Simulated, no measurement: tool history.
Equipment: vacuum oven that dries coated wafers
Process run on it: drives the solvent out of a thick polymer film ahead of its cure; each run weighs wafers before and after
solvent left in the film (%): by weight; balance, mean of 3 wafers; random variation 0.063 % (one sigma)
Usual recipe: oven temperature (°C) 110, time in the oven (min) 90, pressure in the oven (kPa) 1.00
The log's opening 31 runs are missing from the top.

{"run": 32, "hour": 586.7, "oven temperature (°C)": 105, "time in the oven (min)": 70, "pressure in the oven (kPa)": 2.46, "solvent left in the film (%)": 6.97}
{"run": 33, "hour": 606.9, "oven temperature (°C)": 123, "time in the oven (min)": 90, "pressure in the oven (kPa)": 0.81, "solvent left in the film (%)": 2.05}
{"run": 34, "hour": 620.1, "oven temperature (°C)": 120, "time in the oven (min)": 86, "pressure in the oven (kPa)": 1.84, "solvent left in the film (%)": 3.39}
{"run": 35, "hour": 639.3, "oven temperature (°C)": 116, "time in the oven (min)": 94, "pressure in the oven (kPa)": 1.84, "solvent left in the film (%)": 3.69}
{"run": 36, "hour": 656.4, "oven temperature (°C)": 115, "time in the oven (min)": 94, "pressure in the oven (kPa)": 3.29, "solvent left in the film (%)": 5.29}
{"run": 37, "hour": 669.5, "oven temperature (°C)": 119, "time in the oven (min)": 94, "pressure in the oven (kPa)": 1.2, "solvent left in the film (%)": 2.71}
{"run": 38, "hour": 697.1, "oven temperature (°C)": 119, "time in the oven (min)": 94, "pressure in the oven (kPa)": 1.2, "solvent left in the film (%)": 2.77}
{"run": 39, "hour": 721.1, "oven temperature (°C)": 119, "time in the oven (min)": 94, "pressure in the oven (kPa)": 1.2, "solvent left in the film (%)": 2.67}
{"run": 40, "hour": 748.1, "oven temperature (°C)": 119, "time in the oven (min)": 94, "pressure in the oven (kPa)": 1.2, "solvent left in the film (%)": 2.74}
{"run": 41, "hour": 769.5, "oven temperature (°C)": 116, "time in the oven (min)": 137, "pressure in the oven (kPa)": 1.0, "solvent left in the film (%)": 2.04}
{"run": 42, "hour": 787.8, "oven temperature (°C)": 95, "time in the oven (min)": 62, "pressure in the oven (kPa)": 1.0, "solvent left in the film (%)": 7.42}
{"run": 43, "hour": 813.2, "oven temperature (°C)": 103, "time in the oven (min)": 90, "pressure in the oven (kPa)": 1.0, "solvent left in the film (%)": 5.03}
{"run": 44, "hour": 829.1, "oven temperature (°C)": 110, "time in the oven (min)": 63, "pressure in the oven (kPa)": 1.0, "solvent left in the film (%)": 5.1}

Run 45 has not been measured yet. What should we expect?
{"run": 45, "hour": 848.9, "oven temperature (°C)": 116, "time in the oven (min)": 151, "pressure in the oven (kPa)": 0.52, "solvent left in the film (%)": "?"}

{"run 45": {"solvent left in the film (%)": 1.43}}
Minus the tool's unlogged condition, the same run would have read solvent left in the film (%) 1.21.

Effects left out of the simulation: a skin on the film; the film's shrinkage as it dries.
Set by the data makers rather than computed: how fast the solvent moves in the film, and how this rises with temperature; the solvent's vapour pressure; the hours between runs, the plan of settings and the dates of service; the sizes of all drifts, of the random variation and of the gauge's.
